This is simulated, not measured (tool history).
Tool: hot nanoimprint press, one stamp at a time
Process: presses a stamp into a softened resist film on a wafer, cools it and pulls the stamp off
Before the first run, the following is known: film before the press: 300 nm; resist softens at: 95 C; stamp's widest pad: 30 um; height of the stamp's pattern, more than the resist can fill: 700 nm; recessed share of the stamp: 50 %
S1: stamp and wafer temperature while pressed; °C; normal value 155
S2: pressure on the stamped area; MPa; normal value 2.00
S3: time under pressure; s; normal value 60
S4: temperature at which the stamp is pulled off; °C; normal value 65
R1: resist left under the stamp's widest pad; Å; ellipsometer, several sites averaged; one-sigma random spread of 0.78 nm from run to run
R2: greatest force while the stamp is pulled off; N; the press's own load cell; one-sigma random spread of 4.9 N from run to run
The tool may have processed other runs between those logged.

{"run": 1, "day": 0.0, "S1": 155, "S2": 2.0, "S3": 60, "S4": 65, "R1": 1488, "R2": 329}
{"run": 2, "day": 1.025, "S1": 155, "S2": 2.0, "S3": 60, "S4": 59, "R1": 1496, "R2": 343}
{"run": 3, "day": 1.671, "S1": 155, "S2": 2.0, "S3": 60, "S4": 65, "R1": 1492, "R2": 344}
{"run": 4, "day": 2.317, "S1": 155, "S2": 2.0, "S3": 60, "S4": 65, "R1": 1509, "R2": 349}
{"run": 5, "day": 2.9, "S1": 155, "S2": 2.0, "S3": 60, "S4": 65, "R1": 1494, "R2": 343}
{"day": 3.208, "done": "stamp cleaned and given a new release coat"}
{"run": 6, "day": 4.183, "S1": 145, "S2": 2.0, "S3": 60, "S4": 65, "R1": 2266, "R2": 237}
{"run": 7, "day": 4.862, "S1": 155, "S2": 2.0, "S3": 60, "S4": 57, "R1": 1506, "R2": 272}
{"run": 8, "day": 5.546, "S1": 155, "S2": 2.0, "S3": 60, "S4": 57, "R1": 1508, "R2": 274}
{"run": 9, "day": 6.021, "S1": 155, "S2": 2.0, "S3": 60, "S4": 57, "R1": 1511, "R2": 276}
{"run": 10, "day": 6.558, "S1": 155, "S2": 2.0, "S3": 60, "S4": 57, "R1": 1524, "R2": 269}
{"run": 11, "day": 7.142, "S1": 167, "S2": 2.0, "S3": 60, "S4": 57, "R1": 845, "R2": 271}
{"run": 12, "day": 7.629, "S1": 167, "S2": 2.0, "S3": 60, "S4": 57, "R1": 851, "R2": 280}
{"run": 13, "day": 8.183, "S1": 167, "S2": 2.0, "S3": 60, "S4": 57, "R1": 853, "R2": 289}
{"run": 14, "day": 9.075, "S1": 167, "S2": 2.0, "S3": 60, "S4": 57, "R1": 867, "R2": 281}
{"run": 15, "day": 10.204, "S1": 147, "S2": 2.0, "S3": 60, "S4": 65, "R1": 2181, "R2": 283}
{"run": 16, "day": 11.238, "S1": 155, "S2": 2.0, "S3": 49, "S4": 60, "R1": 1672, "R2": 291}
{"run": 17, "day": 12.383, "S1": 163, "S2": 2.0, "S3": 46, "S4": 60, "R1": 1179, "R2": 296}
{"day": 12.883, "done": "press's hydraulic seals changed and the load cell set to zero"}
{"run": 18, "day": 13.796, "S1": 163, "S2": 2.0, "S3": 46, "S4": 60, "R1": 1154, "R2": 307}
{"run": 19, "day": 14.679, "S1": 163, "S2": 2.0, "S3": 46, "S4": 60, "R1": 1160, "R2": 305}
{"run": 20, "day": 15.45, "S1": 163, "S2": 1.41, "S3": 46, "S4": 67, "R1": 1361, "R2": 291}
{"run": 21, "day": 16.138, "S1": 150, "S2": 1.48, "S3": 60, "S4": 65, "R1": 2141, "R2": 298}
{"run": 22, "day": 17.029, "S1": 164, "S2": 2.0, "S3": 60, "S4": 72, "R1": 1004, "R2": 298}
{"run": 23, "day": 18.029, "S1": 155, "S2": 1.65, "S3": 66, "S4": 71, "R1": 1646, "R2": 290}
{"run": 24, "day": 19.121, "S1": 149, "S2": 2.0, "S3": 93, "S4": 65, "R1": 1809, "R2": 313}
{"run": 25, "day": 19.929, "S1": 155, "S2": 3.01, "S3": 60, "S4": 52, "R1": 1304, "R2": 368}
{"day": 20.658, "done": "plate thermocouple calibrated"}
{"run": 26, "day": 20.688, "S1": 155, "S2": 3.01, "S3": 83, "S4": 52, "R1": 1054, "R2": 349}
{"run": 27, "day": 21.321, "S1": 155, "S2": 3.01, "S3": 83, "S4": 52, "R1": 1072, "R2": 370}
{"run": 28, "day": 21.867, "S1": 155, "S2": 2.81, "S3": 60, "S4": 55, "R1": 1251, "R2": 358}
{"run": 29, "day": 22.75, "S1": 161, "S2": 1.51, "S3": 106, "S4": 63, "R1": 1014, "R2": 337}

Predict each of these 3 candidate next runs independently; none follows another, all start after run 29:
{"run": "A", "day": 23.229, "S1": 155, "S2": 2.0, "S3": 60, "S4": 60, "R1": "?", "R2": "?"}
{"run": "B", "day": 23.229, "S1": 161, "S2": 2.57, "S3": 106, "S4": 63, "R1": "?", "R2": "?"}
{"run": "C", "day": 23.229, "S1": 165, "S2": 1.51, "S3": 84, "S4": 52, "R1": "?", "R2": "?"}

run=A R1=1500 R2=358
run=B R1=769 R2=335
run=C R1=917 R2=382
Stripped of hidden state, with their random variation kept, the same runs would have yielded:
run=A R1=1484 R2=253
run=B R1=758 R2=236
run=C R1=908 R2=270
